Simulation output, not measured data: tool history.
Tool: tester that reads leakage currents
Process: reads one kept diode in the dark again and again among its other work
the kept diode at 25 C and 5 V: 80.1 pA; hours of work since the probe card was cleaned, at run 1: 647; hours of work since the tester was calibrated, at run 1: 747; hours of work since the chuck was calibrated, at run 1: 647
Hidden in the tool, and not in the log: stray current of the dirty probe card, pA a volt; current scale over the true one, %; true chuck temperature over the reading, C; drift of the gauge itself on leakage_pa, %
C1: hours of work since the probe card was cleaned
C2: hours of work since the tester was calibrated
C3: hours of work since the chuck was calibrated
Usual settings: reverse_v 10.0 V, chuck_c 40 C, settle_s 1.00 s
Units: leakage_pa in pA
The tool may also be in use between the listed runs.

{"run": 1, "hour": 0.0, "reverse_v": 10.0, "chuck_c": 40, "settle_s": 1.0, "C1": 647, "C2": 747, "C3": 647, "leakage_pa": 332.84}
{"run": 2, "hour": 58.8, "reverse_v": 10.0, "chuck_c": 42, "settle_s": 1.0, "C1": 681, "C2": 781, "C3": 681, "leakage_pa": 385.68}
{"run": 3, "hour": 104.0, "reverse_v": 10.0, "chuck_c": 42, "settle_s": 1.0, "C1": 708, "C2": 808, "C3": 708, "leakage_pa": 384.36}
{"run": 4, "hour": 140.2, "reverse_v": 10.0, "chuck_c": 42, "settle_s": 1.0, "C1": 729, "C2": 829, "C3": 729, "leakage_pa": 384.84}
{"run": 5, "hour": 178.9, "reverse_v": 10.0, "chuck_c": 42, "settle_s": 1.0, "C1": 752, "C2": 852, "C3": 752, "leakage_pa": 382.92}
{"run": 6, "hour": 219.2, "reverse_v": 10.0, "chuck_c": 42, "settle_s": 1.0, "C1": 776, "C2": 876, "C3": 776, "leakage_pa": 383.08}
{"run": 7, "hour": 252.2, "reverse_v": 10.0, "chuck_c": 42, "settle_s": 1.0, "C1": 795, "C2": 895, "C3": 795, "leakage_pa": 382.47}
{"run": 8, "hour": 282.1, "reverse_v": 1.5, "chuck_c": 42, "settle_s": 1.0, "C1": 813, "C2": 913, "C3": 813, "leakage_pa": 174.07}
{"hour": 290.3, "done": "probe card cleaned and baked"}
{"run": 9, "hour": 345.5, "reverse_v": 10.0, "chuck_c": 40, "settle_s": 1.0, "C1": 33, "C2": 949, "C3": 849, "leakage_pa": 337.83}
{"run": 10, "hour": 381.6, "reverse_v": 10.0, "chuck_c": 40, "settle_s": 1.0, "C1": 54, "C2": 970, "C3": 870, "leakage_pa": 338.73}
{"run": 11, "hour": 413.8, "reverse_v": 3.1, "chuck_c": 40, "settle_s": 1.0, "C1": 73, "C2": 989, "C3": 889, "leakage_pa": 204.04}
{"run": 12, "hour": 468.7, "reverse_v": 3.1, "chuck_c": 40, "settle_s": 1.0, "C1": 105, "C2": 1021, "C3": 921, "leakage_pa": 203.52}
{"run": 13, "hour": 519.5, "reverse_v": 2.3, "chuck_c": 40, "settle_s": 1.0, "C1": 135, "C2": 1051, "C3": 951, "leakage_pa": 179.73}
{"run": 14, "hour": 556.1, "reverse_v": 1.2, "chuck_c": 40, "settle_s": 3.47, "C1": 157, "C2": 1073, "C3": 973, "leakage_pa": 136.9}
{"hour": 613.3, "done": "probe card cleaned and baked, once more"}
{"run": 15, "hour": 613.7, "reverse_v": 6.5, "chuck_c": 32, "settle_s": 2.41, "C1": 0, "C2": 1105, "C3": 1005, "leakage_pa": 142.44}
{"run": 16, "hour": 660.4, "reverse_v": 6.5, "chuck_c": 32, "settle_s": 2.41, "C1": 28, "C2": 1133, "C3": 1032, "leakage_pa": 142.07}
{"run": 17, "hour": 697.9, "reverse_v": 1.8, "chuck_c": 45, "settle_s": 0.86, "C1": 50, "C2": 1155, "C3": 1055, "leakage_pa": 225.86}
{"run": 18, "hour": 750.6, "reverse_v": 1.8, "chuck_c": 45, "settle_s": 0.86, "C1": 81, "C2": 1186, "C3": 1086, "leakage_pa": 225.5}
{"run": 19, "hour": 794.9, "reverse_v": 15.9, "chuck_c": 37, "settle_s": 8.51, "C1": 107, "C2": 1212, "C3": 1112, "leakage_pa": 299.84}
{"run": 20, "hour": 833.4, "reverse_v": 10.0, "chuck_c": 49, "settle_s": 8.24, "C1": 130, "C2": 1235, "C3": 1135, "leakage_pa": 601.32}
{"run": 21, "hour": 883.1, "reverse_v": 2.1, "chuck_c": 40, "settle_s": 0.33, "C1": 159, "C2": 1264, "C3": 1164, "leakage_pa": 167.09}
{"run": 22, "hour": 932.5, "reverse_v": 10.0, "chuck_c": 40, "settle_s": 1.78, "C1": 188, "C2": 1293, "C3": 1193, "leakage_pa": 313.11}
{"run": 23, "hour": 960.3, "reverse_v": 10.0, "chuck_c": 40, "settle_s": 1.78, "C1": 205, "C2": 1309, "C3": 1209, "leakage_pa": 312.04}
{"run": 24, "hour": 998.3, "reverse_v": 1.1, "chuck_c": 52, "settle_s": 0.86, "C1": 227, "C2": 1332, "C3": 1232, "leakage_pa": 301.0}
{"run": 25, "hour": 1047.3, "reverse_v": 1.1, "chuck_c": 25, "settle_s": 2.69, "C1": 256, "C2": 1361, "C3": 1261, "leakage_pa": 39.19}

3 ways to go on from here, each from the tool as it stands after run 25. What would each give?
{"run": "A", "hour": 1088.2, "reverse_v": 1.1, "chuck_c": 41, "settle_s": 3.18, "C1": 280, "C2": 1385, "C3": 1285, "leakage_pa": "?"}
{"run": "B", "hour": 1088.2, "reverse_v": 1.1, "chuck_c": 25, "settle_s": 2.69, "C1": 280, "C2": 1385, "C3": 1285, "leakage_pa": "?"}
{"run": "C", "hour": 1088.2, "reverse_v": 10.0, "chuck_c": 40, "settle_s": 0.66, "C1": 280, "C2": 1385, "C3": 1285, "leakage_pa": "?"}

run=A leakage_pa=136.50
run=B leakage_pa=39.13
run=C leakage_pa=313.12
Without the tool's hidden state the same runs would have given:
run=A leakage_pa=151.82
run=B leakage_pa=43.63
run=C leakage_pa=344.15
